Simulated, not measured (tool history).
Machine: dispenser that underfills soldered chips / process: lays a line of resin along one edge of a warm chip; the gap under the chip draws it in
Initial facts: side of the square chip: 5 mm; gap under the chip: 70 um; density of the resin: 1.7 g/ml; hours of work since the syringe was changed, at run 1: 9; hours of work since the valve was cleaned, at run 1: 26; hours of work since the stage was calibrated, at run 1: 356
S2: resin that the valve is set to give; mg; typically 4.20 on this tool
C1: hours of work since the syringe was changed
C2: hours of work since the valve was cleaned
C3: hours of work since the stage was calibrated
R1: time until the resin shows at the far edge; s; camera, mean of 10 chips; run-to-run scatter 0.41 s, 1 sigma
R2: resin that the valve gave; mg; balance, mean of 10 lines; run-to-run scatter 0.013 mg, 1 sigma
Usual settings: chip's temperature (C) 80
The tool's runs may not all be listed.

Run 1, hour 0.0: usual settings; C1 9; C2 26; C3 356. Result: R1 50.7 s, R2 4.12 mg.
At hour 2.1: new syringe of resin.
At hour 12.1: stage's temperature calibrated.
Run 2, hour 13.4: usual settings; C1 7; C2 34; C3 1. Result: R1 47.4 s, R2 4.09 mg.
At hour 19.1: new syringe of resin.
Run 3, hour 21.3: usual settings but S2 5.40 mg; C1 1; C2 39; C3 6. Result: R1 30.5 s, R2 5.27 mg.
At hour 35.3: new syringe of resin.
Run 4, hour 35.3: usual settings; C1 0; C2 48; C3 15. Result: R1 27.4 s, R2 4.08 mg.
At hour 37.5: dispensing valve cleaned and set on the balance.
Run 5, hour 48.2: usual settings; C1 8; C2 7; C3 22. Result: R1 50.5 s, R2 4.20 mg.
At hour 52.6: new syringe of resin.
Run 6, hour 57.4: usual settings; C1 3; C2 13; C3 28. Result: R1 35.4 s, R2 4.20 mg.
Run 7, hour 65.2: usual settings; C1 8; C2 18; C3 33. Result: R1 50.5 s, R2 4.18 mg.
At hour 68.9: new syringe of resin.
Run 8, hour 78.0: usual settings; C1 6; C2 26; C3 41. Result: R1 43.6 s, R2 4.14 mg.
At hour 85.2: new syringe of resin.
Run 9, hour 85.7: usual settings; C1 0; C2 31; C3 46. Result: R1 28.2 s, R2 4.14 mg.
Run 10, hour 95.6: usual settings but S2 5.11 mg; C1 7; C2 37; C3 52. Result: R1 43.9 s, R2 5.00 mg.
At hour 101.8: new syringe of resin.
Run 11, hour 108.6: usual settings but S2 5.11 mg; C1 4; C2 45; C3 61. Result: R1 37.9 s, R2 4.98 mg.
At hour 114.5: dispensing valve cleaned and set on the balance.
At hour 118.4: new syringe of resin.
Run 12, hour 118.6: usual settings but S2 5.11 mg; C1 0; C2 2; C3 66. Result: R1 27.0 s, R2 5.10 mg.
Run 13, hour 130.5: usual settings but S2 4.70 mg; C1 8; C2 10; C3 74. Result: R1 48.5 s, R2 4.67 mg.
At hour 134.3: new syringe of resin.
Run 14, hour 140.6: usual settings but S2 4.70 mg; C1 4; C2 16; C3 80. Result: R1 36.3 s, R2 4.65 mg.
At hour 150.2: new syringe of resin.
Run 15, hour 152.2: usual settings but chip's temperature (C) 88; C1 1; C2 24; C3 88. Result: R1 24.0 s, R2 4.13 mg.
At hour 166.4: new syringe of resin.
Run 16, hour 168.0: usual settings but chip's temperature (C) 90, S2 3.71 mg; C1 1; C2 34; C3 98. Result: R1 21.9 s, R2 3.62 mg.
Run 17, hour 179.9: usual settings but chip's temperature (C) 93, S2 5.22 mg; C1 9; C2 42; C3 105. Result: R1 33.1 s, R2 5.12 mg.
At hour 182.1: new syringe of resin.
Run 18, hour 187.0: usual settings but chip's temperature (C) 94, S2 4.63 mg; C1 3; C2 46; C3 110. Result: R1 21.3 s, R2 4.50 mg.
At hour 192.1: dispensing valve cleaned and set on the balance.
At hour 199.8: new syringe of resin.
Run 19, hour 200.6: usual settings but chip's temperature (C) 94, S2 4.63 mg; C1 1; C2 5; C3 118. Result: R1 17.5 s, R2 4.64 mg.
Run 20, hour 209.3: usual settings but chip's temperature (C) 74, S2 4.25 mg; C1 6; C2 11; C3 123. Result: R1 52.8 s, R2 4.24 mg.
At hour 216.8: new syringe of resin.
Run 21, hour 217.8: usual settings but chip's temperature (C) 95, S2 5.23 mg; C1 1; C2 16; C3 129. Result: R1 16.6 s, R2 5.21 mg.
At hour 233.1: new syringe of resin.
Run 22, hour 233.4: usual settings but chip's temperature (C) 71, S2 3.68 mg; C1 0; C2 26; C3 138. Result: R1 39.5 s, R2 3.63 mg.
Run 23, hour 244.0: usual settings but chip's temperature (C) 84, S2 5.23 mg; C1 7; C2 33; C3 145. Result: R1 38.6 s, R2 5.15 mg.
At hour 248.9: new syringe of resin.
Run 24, hour 253.0: usual settings but chip's temperature (C) 67, S2 3.73 mg; C1 3; C2 39; C3 151. Result: R1 56.8 s, R2 3.62 mg.
Run 25, hour 260.8: usual settings but chip's temperature (C) 85, S2 4.36 mg; C1 8; C2 44; C3 156. Result: R1 41.2 s, R2 4.25 mg.
At hour 264.7: new syringe of resin.
At hour 269.9: dispensing valve cleaned and set on the balance.
Run 26, hour 276.7: usual settings but chip's temperature (C) 85, S2 4.36 mg; C1 7; C2 4; C3 166. Result: R1 38.7 s, R2 4.35 mg.
At hour 281.7: new syringe of resin.
Run 27, hour 288.1: usual settings but chip's temperature (C) 95, S2 4.06 mg; C1 4; C2 12; C3 173. Result: R1 22.7 s, R2 4.05 mg.
At hour 298.2: new syringe of resin.
Run 28, hour 298.7: usual settings; C1 0; C2 18; C3 179. Result: R1 27.5 s, R2 4.16 mg.
Run 29, hour 307.0: usual settings but chip's temperature (C) 91, S2 4.69 mg; C1 6; C2 24; C3 185. Result: R1 27.5 s, R2 4.62 mg.
At hour 314.0: new syringe of resin.
Run 30, hour 318.5: usual settings but chip's temperature (C) 73, S2 4.93 mg; C1 3; C2 31; C3 192. Result: R1 42.8 s, R2 4.84 mg.

What differs in the tool's unlogged condition from the final listed run ahead of each entry between runs to the first listed run following it?
Runs 1 to 2: new syringe of resin (hour 2.1); stage's temperature calibrated (hour 12.1)
  resin's viscosity, % of fresh resin's: 189.2 -> 165; dose that the valve gives, % of what is set: 98.44 -> 97.96; true chip temperature over the reading, C: 1.6 -> -0.13
  measured minus no-state result, R1: +22.4 -> +19.0 s; R2: -0.07 -> -0.09 mg
Runs 2 to 3: new syringe of resin (hour 19.1)
  resin's viscosity, % of fresh resin's: 165 -> 111.6; dose that the valve gives, % of what is set: 97.96 -> 97.67; true chip temperature over the reading, C: -0.13 -> -0.1
  measured minus no-state result, R1: +19.0 -> +3.3 s; R2: -0.09 -> -0.13 mg
Runs 3 to 4: new syringe of resin (hour 35.3)
  resin's viscosity, % of fresh resin's: 111.6 -> 100; dose that the valve gives, % of what is set: 97.67 -> 97.12; true chip temperature over the reading, C: -0.1 -> -0.06
  measured minus no-state result, R1: +3.3 -> +0.3 s; R2: -0.13 -> -0.12 mg
Runs 4 to 5: dispensing valve cleaned and set on the balance (hour 37.5)
  resin's viscosity, % of fresh resin's: 100 -> 174.7; dose that the valve gives, % of what is set: 97.12 -> 99.95; true chip temperature over the reading, C: -0.06 -> -0.02
  measured minus no-state result, R1: +0.3 -> +21.4 s; R2: -0.12 -> -0.01 mg
Runs 5 to 6: new syringe of resin (hour 52.6)
  resin's viscosity, % of fresh resin's: 174.7 -> 124.6; dose that the valve gives, % of what is set: 99.95 -> 99.63; true chip temperature over the reading, C: -0.02 -> 0.01
  measured minus no-state result, R1: +21.4 -> +7.0 s; R2: -0.01 -> -0.01 mg
Runs 7 to 8: new syringe of resin (hour 68.9)
  resin's viscosity, % of fresh resin's: 179.4 -> 153.9; dose that the valve gives, % of what is set: 99.31 -> 98.81; true chip temperature over the reading, C: 0.03 -> 0.07
  measured minus no-state result, R1: +22.3 -> +15.1 s; R2: -0.03 -> -0.05 mg
Runs 8 to 9: new syringe of resin (hour 85.2)
  resin's viscosity, % of fresh resin's: 153.9 -> 100.5; dose that the valve gives, % of what is set: 98.81 -> 98.54; true chip temperature over the reading, C: 0.07 -> 0.1
  measured minus no-state result, R1: +15.1 -> +0.1 s; R2: -0.05 -> -0.06 mg
Runs 10 to 11: new syringe of resin (hour 101.8)
  resin's viscosity, % of fresh resin's: 160 -> 138.2; dose that the valve gives, % of what is set: 98.17 -> 97.64; true chip temperature over the reading, C: 0.13 -> 0.18
  measured minus no-state result, R1: +16.3 -> +10.4 s; R2: -0.10 -> -0.12 mg
Runs 11 to 12: dispensing valve cleaned and set on the balance (hour 114.5); new syringe of resin (hour 118.4)
  resin's viscosity, % of fresh resin's: 138.2 -> 99.8; dose that the valve gives, % of what is set: 97.64 -> 99.83; true chip temperature over the reading, C: 0.18 -> 0.21
  measured minus no-state result, R1: +10.4 -> -0.3 s; R2: -0.12 -> -0.01 mg
Runs 13 to 14: new syringe of resin (hour 134.3)
  resin's viscosity, % of fresh resin's: 174.9 -> 132.8; dose that the valve gives, % of what is set: 99.39 -> 99.04; true chip temperature over the reading, C: 0.25 -> 0.28
  measured minus no-state result, R1: +20.4 -> +8.8 s; R2: -0.03 -> -0.04 mg
Runs 14 to 15: new syringe of resin (hour 150.2)
  resin's viscosity, % of fresh resin's: 132.8 -> 110.5; dose that the valve gives, % of what is set: 99.04 -> 98.64; true chip temperature over the reading, C: 0.28 -> 0.32
  measured minus no-state result, R1: +8.8 -> +2.1 s; R2: -0.04 -> -0.06 mg
Runs 15 to 16: new syringe of resin (hour 166.4)
  resin's viscosity, % of fresh resin's: 110.5 -> 107.1; dose that the valve gives, % of what is set: 98.64 -> 98.04; true chip temperature over the reading, C: 0.32 -> 0.37
  measured minus no-state result, R1: +2.1 -> +1.3 s; R2: -0.06 -> -0.08 mg
Runs 17 to 18: new syringe of resin (hour 182.1)
  resin's viscosity, % of fresh resin's: 187.1 -> 125.5; dose that the valve gives, % of what is set: 97.55 -> 97.3; true chip temperature over the reading, C: 0.41 -> 0.43
  measured minus no-state result, R1: +15.1 -> +4.2 s; R2: -0.13 -> -0.13 mg
Runs 18 to 19: dispensing valve cleaned and set on the balance (hour 192.1); new syringe of resin (hour 199.8)
  resin's viscosity, % of fresh resin's: 125.5 -> 104.1; dose that the valve gives, % of what is set: 97.3 -> 99.88; true chip temperature over the reading, C: 0.43 -> 0.47
  measured minus no-state result, R1: +4.2 -> +0.4 s; R2: -0.13 -> +0.00 mg
Runs 20 to 21: new syringe of resin (hour 216.8)
  resin's viscosity, % of fresh resin's: 156.5 -> 104.5; dose that the valve gives, % of what is set: 99.54 -> 99.21; true chip temperature over the reading, C: 0.5 -> 0.53
  measured minus no-state result, R1: +18.5 -> +0.4 s; R2: -0.02 -> -0.04 mg
Runs 21 to 22: new syringe of resin (hour 233.1)
  resin's viscosity, % of fresh resin's: 104.5 -> 99.6; dose that the valve gives, % of what is set: 99.21 -> 98.61; true chip temperature over the reading, C: 0.53 -> 0.58
  measured minus no-state result, R1: +0.4 -> -0.8 s; R2: -0.04 -> -0.06 mg
Runs 23 to 24: new syringe of resin (hour 248.9)
  resin's viscosity, % of fresh resin's: 164.3 -> 122.7; dose that the valve gives, % of what is set: 98.18 -> 97.82; true chip temperature over the reading, C: 0.61 -> 0.64
  measured minus no-state result, R1: +14.4 -> +9.7 s; R2: -0.09 -> -0.09 mg
Runs 25 to 26: new syringe of resin (hour 264.7); dispensing valve cleaned and set on the balance (hour 269.9)
  resin's viscosity, % of fresh resin's: 177 -> 166; dose that the valve gives, % of what is set: 97.54 -> 99.99; true chip temperature over the reading, C: 0.67 -> 0.72
  measured minus no-state result, R1: +17.5 -> +14.6 s; R2: -0.10 -> +0.00 mg
Runs 26 to 27: new syringe of resin (hour 281.7)
  resin's viscosity, % of fresh resin's: 166 -> 135.7; dose that the valve gives, % of what is set: 99.99 -> 99.59; true chip temperature over the reading, C: 0.72 -> 0.75
  measured minus no-state result, R1: +14.6 -> +5.6 s; R2: +0.00 -> -0.02 mg
Runs 27 to 28: new syringe of resin (hour 298.2)
  resin's viscosity, % of fresh resin's: 135.7 -> 101.2; dose that the valve gives, % of what is set: 99.59 -> 99.18; true chip temperature over the reading, C: 0.75 -> 0.78
  measured minus no-state result, R1: +5.6 -> -0.4 s; R2: -0.02 -> -0.03 mg
Runs 29 to 30: new syringe of resin (hour 314.0)
  resin's viscosity, % of fresh resin's: 149.5 -> 124.4; dose that the valve gives, % of what is set: 98.85 -> 98.41; true chip temperature over the reading, C: 0.81 -> 0.85
  measured minus no-state result, R1: +8.8 -> +7.3 s; R2: -0.06 -> -0.08 mg
